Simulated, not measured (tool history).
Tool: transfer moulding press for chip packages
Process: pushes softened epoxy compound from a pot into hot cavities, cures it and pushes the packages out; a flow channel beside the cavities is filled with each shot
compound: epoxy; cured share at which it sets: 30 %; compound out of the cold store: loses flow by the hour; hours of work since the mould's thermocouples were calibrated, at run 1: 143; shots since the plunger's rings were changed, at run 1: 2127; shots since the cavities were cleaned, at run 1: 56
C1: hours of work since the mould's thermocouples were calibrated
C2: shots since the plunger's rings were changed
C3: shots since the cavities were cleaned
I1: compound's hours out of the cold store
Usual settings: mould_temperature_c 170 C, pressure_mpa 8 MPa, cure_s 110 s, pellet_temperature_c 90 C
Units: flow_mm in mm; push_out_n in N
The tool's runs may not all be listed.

Run 1, hour 0: usual settings; C1 143; C2 2127; C3 56; I1 16.4. Result: flow_mm 903 mm, push_out_n 382 N.
Run 2, hour 4.8: usual settings but pressure_mpa 6.99 MPa; C1 146; C2 2167; C3 96; I1 47.5. Result: flow_mm 751 mm, push_out_n 357 N.
Run 3, hour 11.3: usual settings but pressure_mpa 6.99 MPa; C1 149; C2 2222; C3 151; I1 28.4. Result: flow_mm 807 mm, push_out_n 383 N.
Run 4, hour 20.7: usual settings but pressure_mpa 6.99 MPa; C1 154; C2 2301; C3 230; I1 31.4. Result: flow_mm 804 mm, push_out_n 379 N.
Run 5, hour 25: usual settings but pressure_mpa 6.99 MPa, cure_s 116 s; C1 157; C2 2338; C3 267; I1 16.2. Result: flow_mm 845 mm, push_out_n 364 N.
Run 6, hour 29.6: usual settings; C1 159; C2 2377; C3 306; I1 30.7. Result: flow_mm 860 mm, push_out_n 401 N.
Run 7, hour 37.9: usual settings; C1 164; C2 2446; C3 375; I1 45. Result: flow_mm 812 mm, push_out_n 387 N.
Run 8, hour 43: usual settings; C1 167; C2 2490; C3 419; I1 37.4. Result: flow_mm 843 mm, push_out_n 363 N.
Run 9, hour 48: usual settings but cure_s 91 s; C1 169; C2 2532; C3 461; I1 19.1. Result: flow_mm 899 mm, push_out_n 540 N.
Run 10, hour 57.7: usual settings but cure_s 91 s; C1 175; C2 2614; C3 543; I1 39.8. Result: flow_mm 822 mm, push_out_n 502 N.
At hour 60: cavities cleaned with cleaning compound and waxed.
Run 11, hour 65.8: usual settings but cure_s 91 s; C1 178; C2 2670; C3 49; I1 31.4. Result: flow_mm 863 mm, push_out_n 505 N.
Run 12, hour 73.2: usual settings but pressure_mpa 8.74 MPa, cure_s 91 s; C1 182; C2 2732; C3 111; I1 25.6. Result: flow_mm 914 mm, push_out_n 525 N.
Run 13, hour 77.5: usual settings; C1 185; C2 2768; C3 147; I1 27.7. Result: flow_mm 871 mm, push_out_n 375 N.
Run 14, hour 86.2: usual settings but cure_s 98 s; C1 189; C2 2842; C3 221; I1 17.6. Result: flow_mm 904 mm, push_out_n 467 N.
Run 15, hour 93.8: usual settings but cure_s 98 s; C1 194; C2 2906; C3 285; I1 27.5. Result: flow_mm 867 mm, push_out_n 453 N.
Run 16, hour 101.7: usual settings but cure_s 98 s; C1 198; C2 2973; C3 352; I1 10.1. Result: flow_mm 928 mm, push_out_n 468 N.
Run 17, hour 108.4: usual settings but mould_temperature_c 175 C, pressure_mpa 7.1 MPa, pellet_temperature_c 87 C; C1 202; C2 3029; C3 408; I1 28.2. Result: flow_mm 805 mm, push_out_n 336 N.
Run 18, hour 112.6: usual settings but mould_temperature_c 176 C, pressure_mpa 9.45 MPa, cure_s 111 s, pellet_temperature_c 92 C; C1 204; C2 3065; C3 444; I1 42.6. Result: flow_mm 869 mm, push_out_n 342 N.
At hour 116.2: plunger's sealing rings changed.
Run 19, hour 124.6: usual settings but mould_temperature_c 177 C, pressure_mpa 6.28 MPa, cure_s 111 s, pellet_temperature_c 92 C; C1 209; C2 71; C3 524; I1 20. Result: flow_mm 770 mm, push_out_n 317 N.
At hour 129.6: cavities cleaned with cleaning compound and waxed.
Run 20, hour 135.6: usual settings but mould_temperature_c 177 C, pressure_mpa 6.28 MPa, cure_s 111 s, pellet_temperature_c 92 C; C1 214; C2 151; C3 51; I1 29. Result: flow_mm 751 mm, push_out_n 323 N.
Run 21, hour 144.5: usual settings but mould_temperature_c 163 C, pressure_mpa 9.92 MPa; C1 219; C2 226; C3 126; I1 47.4. Result: flow_mm 927 mm, push_out_n 564 N.
Run 22, hour 153.9: usual settings but mould_temperature_c 163 C, pressure_mpa 9.92 MPa; C1 224; C2 306; C3 206; I1 9.8. Result: flow_mm 1076 mm, push_out_n 643 N.
Run 23, hour 159: usual settings but pressure_mpa 6.5 MPa; C1 227; C2 349; C3 249; I1 46.4. Result: flow_mm 723 mm, push_out_n 374 N.
Run 24, hour 165.8: usual settings but mould_temperature_c 171 C, cure_s 137 s; C1 231; C2 406; C3 306; I1 38.6. Result: flow_mm 833 mm, push_out_n 329 N.
Run 25, hour 174.8: usual settings but mould_temperature_c 171 C, cure_s 137 s; C1 236; C2 482; C3 382; I1 26.3. Result: flow_mm 874 mm, push_out_n 336 N.
Run 26, hour 183.5: usual settings but mould_temperature_c 171 C, pressure_mpa 9.77 MPa, cure_s 107 s, pellet_temperature_c 86 C; C1 241; C2 556; C3 456; I1 31.8. Result: flow_mm 942 mm, push_out_n 382 N.
Run 27, hour 190.2: usual settings but mould_temperature_c 166 C, pressure_mpa 9.77 MPa, cure_s 128 s, pellet_temperature_c 86 C; C1 244; C2 612; C3 512; I1 40.9. Result: flow_mm 926 mm, push_out_n 377 N.
At hour 196.5: cavities cleaned with cleaning compound and waxed.
Run 28, hour 199.6: usual settings but mould_temperature_c 176 C, pressure_mpa 7.01 MPa, cure_s 96 s, pellet_temperature_c 89 C; C1 249; C2 679; C3 27; I1 44.4. Result: flow_mm 740 mm, push_out_n 356 N.
Run 29, hour 204.5: usual settings but mould_temperature_c 176 C, pressure_mpa 7.01 MPa, cure_s 96 s, pellet_temperature_c 89 C; C1 251; C2 720; C3 68; I1 35. Result: flow_mm 776 mm, push_out_n 340 N.

Hidden state or all else? Some run-to-run changes of push_out_n, split into what the settings, what came in and random variation would give without the hidden state, and what is left for the hidden state (with any gauge scatter that isn't in both results):
The hidden state here: true mould temperature over the reading, C; pressure that reaches the compound, % of what is set; grip of the stained cavities, % over clean ones'; drift of the gauge itself on flow_mm, %; drift of the gauge itself on push_out_n, %.
Run 10 -> 11: cavities cleaned with cleaning compound and waxed. push_out_n +3 N: hidden state -7, all else +10.
Run 20 -> 21: mould_temperature_c 177 -> 163, pressure_mpa 6.28 -> 9.92, cure_s 111 -> 110, pellet_temperature_c 92 -> 90. push_out_n +241 N: hidden state +3, all else +238.
Run 22 -> 23: mould_temperature_c 163 -> 170, pressure_mpa 9.92 -> 6.5. push_out_n -269 N: hidden state -3, all else -266.
Run 27 -> 28: mould_temperature_c 166 -> 176, pressure_mpa 9.77 -> 7.01, cure_s 128 -> 96, pellet_temperature_c 86 -> 89, cavities cleaned with cleaning compound and waxed. push_out_n -21 N: hidden state -7, all else -14.
